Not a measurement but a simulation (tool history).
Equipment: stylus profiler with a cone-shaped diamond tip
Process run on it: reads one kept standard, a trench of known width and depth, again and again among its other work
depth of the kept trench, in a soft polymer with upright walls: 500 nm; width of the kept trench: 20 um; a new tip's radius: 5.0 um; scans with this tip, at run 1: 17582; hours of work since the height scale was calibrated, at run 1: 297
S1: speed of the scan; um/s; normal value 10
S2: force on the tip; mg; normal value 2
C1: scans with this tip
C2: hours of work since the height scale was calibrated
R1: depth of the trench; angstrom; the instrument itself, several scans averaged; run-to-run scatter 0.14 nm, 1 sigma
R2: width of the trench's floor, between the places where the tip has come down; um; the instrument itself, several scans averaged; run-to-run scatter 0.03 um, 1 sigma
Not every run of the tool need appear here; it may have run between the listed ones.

Run 1, hour 0: usual settings; C1 17582; C2 297. Result: R1 5053.7 angstrom, R2 12.7 um.
Run 2, hour 67: usual settings; C1 17962; C2 344. Result: R1 5054.4 angstrom, R2 12.69 um.
Run 3, hour 113.8: usual settings; C1 18228; C2 378. Result: R1 5052.3 angstrom, R2 12.7 um.
Run 4, hour 157.7: usual settings; C1 18478; C2 409. Result: R1 5050 angstrom, R2 12.62 um.
Run 5, hour 222.6: usual settings; C1 18847; C2 455. Result: R1 5052.7 angstrom, R2 12.59 um.
Run 6, hour 273.3: usual settings; C1 19135; C2 491. Result: R1 5051.2 angstrom, R2 12.56 um.
At hour 276.9: height scale calibrated on a step standard.
Run 7, hour 345.8: usual settings; C1 19544; C2 49. Result: R1 5044.8 angstrom, R2 12.52 um.
Run 8, hour 395: usual settings; C1 19824; C2 84. Result: R1 5045.1 angstrom, R2 12.47 um.
Run 9, hour 436.5: usual settings but S2 1.05 mg; C1 20059; C2 114. Result: R1 5021.9 angstrom, R2 12.44 um.
Run 10, hour 486.7: usual settings but S1 12 um/s, S2 3.87 mg; C1 20345; C2 149. Result: R1 5079.4 angstrom, R2 12.42 um.
Run 11, hour 539.6: usual settings but S2 4.86 mg; C1 20645; C2 187. Result: R1 5092.3 angstrom, R2 12.39 um.
Run 12, hour 615.1: usual settings but S1 2 um/s, S2 4.31 mg; C1 21075; C2 241. Result: R1 5084.4 angstrom, R2 12.39 um.
Run 13, hour 654.9: usual settings but S1 2 um/s, S2 4.31 mg; C1 21301; C2 269. Result: R1 5084.2 angstrom, R2 12.3 um.

Predict each of these 4 candidate next runs independently; none follows another, all start after run 13:
Run A, hour 692.4: usual settings but S1 11 um/s, S2 3.76 mg; C1 21514; C2 296. Result: R1 ?, R2 ?.
Run B, hour 692.4: usual settings but S1 31 um/s, S2 1.62 mg; C1 21514; C2 296. Result: R1 ?, R2 ?.
Run C, hour 692.4: usual settings but S1 19 um/s, S2 1.91 mg; C1 21514; C2 296. Result: R1 ?, R2 ?.
Run D, hour 692.4: usual settings but S1 3 um/s, S2 3.52 mg; C1 21514; C2 296. Result: R1 ?, R2 ?.

run      R1     R2
  A  5072.3  12.27
  B  5031.7   12.1
  C  5036.2  12.19
  D  5068.2  12.33
Take away the tool's hidden state, keep each run's random variation, and the runs would have read:
run      R1     R2
  A  5096.1  15.61
  B  5055.3  15.44
  C  5059.8  15.54
  D  5091.9  15.68
